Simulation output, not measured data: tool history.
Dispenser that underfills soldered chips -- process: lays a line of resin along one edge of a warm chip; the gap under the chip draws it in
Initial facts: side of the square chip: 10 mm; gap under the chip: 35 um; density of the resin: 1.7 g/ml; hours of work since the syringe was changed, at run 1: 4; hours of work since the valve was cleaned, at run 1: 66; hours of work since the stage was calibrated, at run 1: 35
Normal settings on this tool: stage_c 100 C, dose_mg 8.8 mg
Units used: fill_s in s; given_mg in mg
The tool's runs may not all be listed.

| run | hour | stage_c | dose_mg | hours of work since the syringe was changed | hours of work since the valve was cleaned | hours of work since the stage was calibrated | fill_s | given_mg |
|---|---|---|---|---|---|---|---|---|
| 1 | 0 | 100 | 8.8 | 4 | 66 | 35 | 197.8 | 8.52 |
|  | 2.8 | new syringe of resin |
| 2 | 3 | 100 | 7.52 | 0 | 68 | 37 | 176 | 7.26 |
|  | 5.5 | dispensing valve cleaned and set on the balance |
| 3 | 8.2 | 100 | 11.16 | 3 | 2 | 40 | 185.8 | 11.16 |
| 4 | 11.2 | 100 | 11.16 | 5 | 4 | 42 | 204.2 | 11.18 |
|  | 12.4 | new syringe of resin |
| 5 | 15.8 | 100 | 11.16 | 2 | 6 | 44 | 186.9 | 11.12 |
| 6 | 19.7 | 100 | 11.16 | 5 | 9 | 47 | 204.6 | 11.11 |
|  | 20.7 | new syringe of resin |
| 7 | 22.9 | 100 | 8.8 | 1 | 11 | 49 | 180.5 | 8.77 |
| 8 | 26.9 | 100 | 8.8 | 4 | 13 | 51 | 203 | 8.75 |
|  | 29.3 | new syringe of resin |
| 9 | 31.1 | 100 | 8.8 | 1 | 16 | 54 | 175.7 | 8.7 |
| 10 | 34.3 | 97 | 7.91 | 3 | 18 | 56 | 216 | 7.84 |
|  | 37.6 | new syringe of resin |
| 11 | 39 | 105 | 9.57 | 1 | 21 | 59 | 146.9 | 9.45 |
| 12 | 42.8 | 105 | 9.57 | 3 | 23 | 61 | 159.5 | 9.49 |
|  | 46.1 | new syringe of resin |
| 13 | 47.3 | 106 | 8.24 | 1 | 26 | 64 | 138.5 | 8.17 |
| 14 | 50 | 109 | 10.99 | 3 | 28 | 66 | 131.4 | 10.86 |
| 15 | 54 | 90 | 8.22 | 5 | 30 | 68 | 303.3 | 8.09 |

Take each entry between the runs: how does the hidden state at the last listed run before it differ from the hidden state at the first listed run after it?
From run 1 to run 2: new syringe of resin (hour 2.8)
  resin's viscosity, % of fresh resin's: 117.1 -> 101; dose that the valve gives, % of what is set: 96.97 -> 96.9; true chip temperature over the reading, C: 0.31 -> 0.32
  what was measured, less what the result would be without the hidden state, fill_s: +28 -> +1.7 s; given_mg: -0.27 -> -0.23 mg
From run 2 to run 3: dispensing valve cleaned and set on the balance (hour 5.5)
  resin's viscosity, % of fresh resin's: 101 -> 113.7; dose that the valve gives, % of what is set: 96.9 -> 99.9; true chip temperature over the reading, C: 0.32 -> 0.34
  what was measured, less what the result would be without the hidden state, fill_s: +1.7 -> +20.2 s; given_mg: -0.23 -> -0.01 mg
From run 4 to run 5: new syringe of resin (hour 12.4)
  resin's viscosity, % of fresh resin's: 123.9 -> 110.6; dose that the valve gives, % of what is set: 99.81 -> 99.7; true chip temperature over the reading, C: 0.35 -> 0.36
  what was measured, less what the result would be without the hidden state, fill_s: +37.4 -> +15.6 s; given_mg: -0.02 -> -0.03 mg
From run 6 to run 7: new syringe of resin (hour 20.7)
  resin's viscosity, % of fresh resin's: 123.3 -> 107.8; dose that the valve gives, % of what is set: 99.6 -> 99.51; true chip temperature over the reading, C: 0.38 -> 0.39
  what was measured, less what the result would be without the hidden state, fill_s: +36.5 -> +10.8 s; given_mg: -0.04 -> -0.04 mg
From run 8 to run 9: new syringe of resin (hour 29.3)
  resin's viscosity, % of fresh resin's: 120.6 -> 105.7; dose that the valve gives, % of what is set: 99.39 -> 99.28; true chip temperature over the reading, C: 0.41 -> 0.42
  what was measured, less what the result would be without the hidden state, fill_s: +32.3 -> +7.2 s; given_mg: -0.05 -> -0.06 mg
From run 10 to run 11: new syringe of resin (hour 37.6)
  resin's viscosity, % of fresh resin's: 115.4 -> 103.6; dose that the valve gives, % of what is set: 99.19 -> 99.07; true chip temperature over the reading, C: 0.44 -> 0.45
  what was measured, less what the result would be without the hidden state, fill_s: +26.2 -> +2.9 s; given_mg: -0.06 -> -0.09 mg
From run 12 to run 13: new syringe of resin (hour 46.1)
  resin's viscosity, % of fresh resin's: 115.4 -> 101.6; dose that the valve gives, % of what is set: 98.96 -> 98.84; true chip temperature over the reading, C: 0.47 -> 0.49
  what was measured, less what the result would be without the hidden state, fill_s: +19.2 -> +0.2 s; given_mg: -0.1 -> -0.1 mg

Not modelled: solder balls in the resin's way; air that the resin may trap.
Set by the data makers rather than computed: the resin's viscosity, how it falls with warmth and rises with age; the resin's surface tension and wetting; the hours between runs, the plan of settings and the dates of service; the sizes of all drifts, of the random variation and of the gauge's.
